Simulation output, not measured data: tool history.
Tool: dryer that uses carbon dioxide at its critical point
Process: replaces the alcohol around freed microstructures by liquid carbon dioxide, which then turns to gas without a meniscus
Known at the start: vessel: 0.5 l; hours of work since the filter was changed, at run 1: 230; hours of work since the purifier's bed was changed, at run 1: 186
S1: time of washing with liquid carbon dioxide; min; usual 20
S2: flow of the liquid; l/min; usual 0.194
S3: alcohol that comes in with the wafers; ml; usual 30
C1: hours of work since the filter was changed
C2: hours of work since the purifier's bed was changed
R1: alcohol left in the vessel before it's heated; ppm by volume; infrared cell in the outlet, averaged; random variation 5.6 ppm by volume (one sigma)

run	hour	S1	S2	S3	C1	C2	R1
1	0.0	20	0.194	30	230	186	250
2	18.3	20	0.194	30	243	200	244
3	53.0	20	0.194	30	268	225	268
4	78.3	20	0.194	94	286	243	756
5	101.1	20	0.194	94	303	260	796
6	127.7	20	0.194	94	322	279	816
7	159.9	20	0.194	94	346	303	845
8	176.9	20	0.194	94	358	315	822
9	205.9	14	0.157	115	379	336	10853
10	236.7	14	0.157	115	402	358	11204
11	261.8	14	0.157	115	420	377	11152
12	279.3	14	0.157	115	433	389	11795
13	296.7	14	0.254	30	445	402	479
# hour 303.7: inlet filter changed
14	327.7	14	0.254	30	17	424	316
15	358.5	31	0.221	67	40	446	87

Forecast each of these 4 alternatives for the next run:
A	380.5	30	0.221	67	56	462	?
B	380.5	20	0.171	97	56	462	?
C	380.5	22	0.130	120	56	462	?
D	380.5	19	0.134	23	56	462	?

run	R1
A	86
B	1230
C	3817
D	1168
Without the tool's hidden state the same runs would have given:
run	R1
A	7
B	1059
C	3488
D	1026
